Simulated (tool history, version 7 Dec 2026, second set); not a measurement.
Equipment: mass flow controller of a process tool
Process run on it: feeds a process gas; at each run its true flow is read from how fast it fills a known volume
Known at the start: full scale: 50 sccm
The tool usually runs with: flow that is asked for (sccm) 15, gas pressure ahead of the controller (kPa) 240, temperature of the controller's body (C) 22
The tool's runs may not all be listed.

| run | day | flow that is asked for (sccm) | gas pressure ahead of the controller (kPa) | temperature of the controller's body (C) | true flow (%) |
|---|---|---|---|---|---|
| 1 | 0 | 15 | 240 | 22 | 98.73 |
| 2 | 6.929 | 15 | 240 | 22 | 98.77 |
| 3 | 12.942 | 15 | 240 | 22 | 98.76 |
| 4 | 23.858 | 15 | 240 | 22 | 98.96 |
| 5 | 30.754 | 15 | 240 | 22 | 98.95 |
| 6 | 40.588 | 15 | 240 | 22 | 99.11 |
| 7 | 53.1 | 15 | 240 | 22 | 99.18 |
| 8 | 62.712 | 8 | 152 | 24 | 98.48 |
| 9 | 74.896 | 12 | 240 | 29 | 99.03 |
| 10 | 81.254 | 30 | 180 | 32 | 99.68 |

Alternative continuations, all from the tool just after run 10; predict every row:
| A | 88.942 | 21 | 197 | 31 | ? |
| B | 88.942 | 21 | 162 | 32 | ? |
| C | 88.942 | 30 | 249 | 32 | ? |
| D | 88.942 | 8 | 159 | 21 | ? |
| E | 88.942 | 5 | 228 | 32 | ? |

| run | true flow (%) |
|---|---|
| A | 99.34 |
| B | 99.08 |
| C | 100.14 |
| D | 98.89 |
| E | 98.73 |
Had the tool no hidden state, the same runs would have come out as:
| run | true flow (%) |
|---|---|
| A | 98.32 |
| B | 98.06 |
| C | 99.12 |
| D | 97.86 |
| E | 97.7 |
